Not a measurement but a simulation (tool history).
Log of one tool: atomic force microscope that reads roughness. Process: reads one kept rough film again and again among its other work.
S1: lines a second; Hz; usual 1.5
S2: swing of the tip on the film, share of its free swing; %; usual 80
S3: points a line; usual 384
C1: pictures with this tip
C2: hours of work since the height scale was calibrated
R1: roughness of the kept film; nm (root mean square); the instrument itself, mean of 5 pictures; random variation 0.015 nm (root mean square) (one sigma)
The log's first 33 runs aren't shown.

run,hour,S1,S2,S3,C1,C2,R1
34,404.7,3.36,80,455,25,405,3.401
35,420.9,1.5,90,384,43,415,3.533
36,429.8,1.5,90,384,53,421,3.53
37,443.4,1.75,64,384,68,430,3.832
38,458.5,1.75,80,426,85,440,3.623
39,473.2,1.75,80,426,101,449,3.632
40,489.9,1.75,80,426,120,460,3.636
# hour 494.8: new tip fitted
41,505.2,1.24,80,863,11,470,3.737
42,518.7,1.24,80,863,26,479,3.734
43,527.3,0.7,61,471,36,485,3.927
44,542.6,1.5,74,384,53,495,3.747
45,559.8,1.26,71,420,72,506,3.805
46,574.3,1.26,71,420,88,515,3.779
47,587.3,0.62,60,290,102,524,3.884
48,597.3,1.34,78,617,113,530,3.754
# hour 607.9: new tip fitted
49,608.4,1.34,78,575,1,537,3.742
50,623.5,1.5,80,718,18,547,3.678
51,635.4,1.5,80,320,31,555,3.708
52,646.7,1.5,80,320,43,562,3.696

5 ways to go on from here, each from the tool as it stands after run 52. What would each give?
A,657.3,2.58,63,438,55,569,?
B,657.3,1.1,80,384,55,569,?
C,657.3,1.5,70,321,55,569,?
D,657.3,1.5,80,270,55,569,?
E,657.3,0.58,78,743,55,569,?

run,R1
A,3.769
B,3.731
C,3.773
D,3.662
E,3.872
Without the tool's hidden state the same runs would have given:
run,R1
A,3.773
B,3.735
C,3.778
D,3.666
E,3.876
